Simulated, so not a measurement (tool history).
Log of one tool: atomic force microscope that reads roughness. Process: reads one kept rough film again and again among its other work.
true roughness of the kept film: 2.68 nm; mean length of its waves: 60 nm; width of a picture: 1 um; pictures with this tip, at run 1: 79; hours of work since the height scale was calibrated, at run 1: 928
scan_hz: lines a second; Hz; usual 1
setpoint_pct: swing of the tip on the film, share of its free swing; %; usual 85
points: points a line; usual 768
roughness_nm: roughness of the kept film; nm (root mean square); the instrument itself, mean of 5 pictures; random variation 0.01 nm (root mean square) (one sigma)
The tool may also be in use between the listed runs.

run     day  scan_hz  setpoint_pct  points  pictures with this tip  hours of work since the height scale was calibrated  roughness_nm
  1       0        1            85     768                      79                                                  928          2.26
      0.996  -- new tip fitted
  2   1.867        1            85     768                      34                                                  952         2.327
  3    3.05        1            85     768                      79                                                  967         2.252
      3.862  -- new tip fitted
  4   4.692        1            85     768                      32                                                  988         2.314
  5   6.612        1            85     768                     106                                                 1012         2.238
       6.75  -- new tip fitted
  6   8.075        1            85     768                      51                                                 1031         2.285
      9.717  -- new tip fitted
  7   9.717        1            85     768                       0                                                 1052         2.368
  8  12.058        1            85     768                      90                                                 1082         2.216
     12.658  -- new tip fitted
  9  13.883        1            74     768                      47                                                 1105         2.393
 10  15.275        1            74     768                     101                                                 1123         2.281
     15.583  -- new tip fitted
 11  17.417        1            85     768                      71                                                 1150         2.253
     18.571  -- new tip fitted
 12  19.617        1            85     768                      40                                                 1178         2.297
 13      21     2.91            58     324                      94                                                 1196         2.316
     21.154  -- height scale calibrated on a step standard
       21.5  -- new tip fitted
 14  23.242     2.91            74     324                      67                                                   27         2.125

Forecast run 15:
     24.392  -- new tip fitted
 15  24.462     2.91            74     324                       3                                                   42             ?

roughness_nm: 2.215 nm (root mean square)
Without the tool's hidden state the same run would have given roughness_nm 2.263 nm (root mean square).
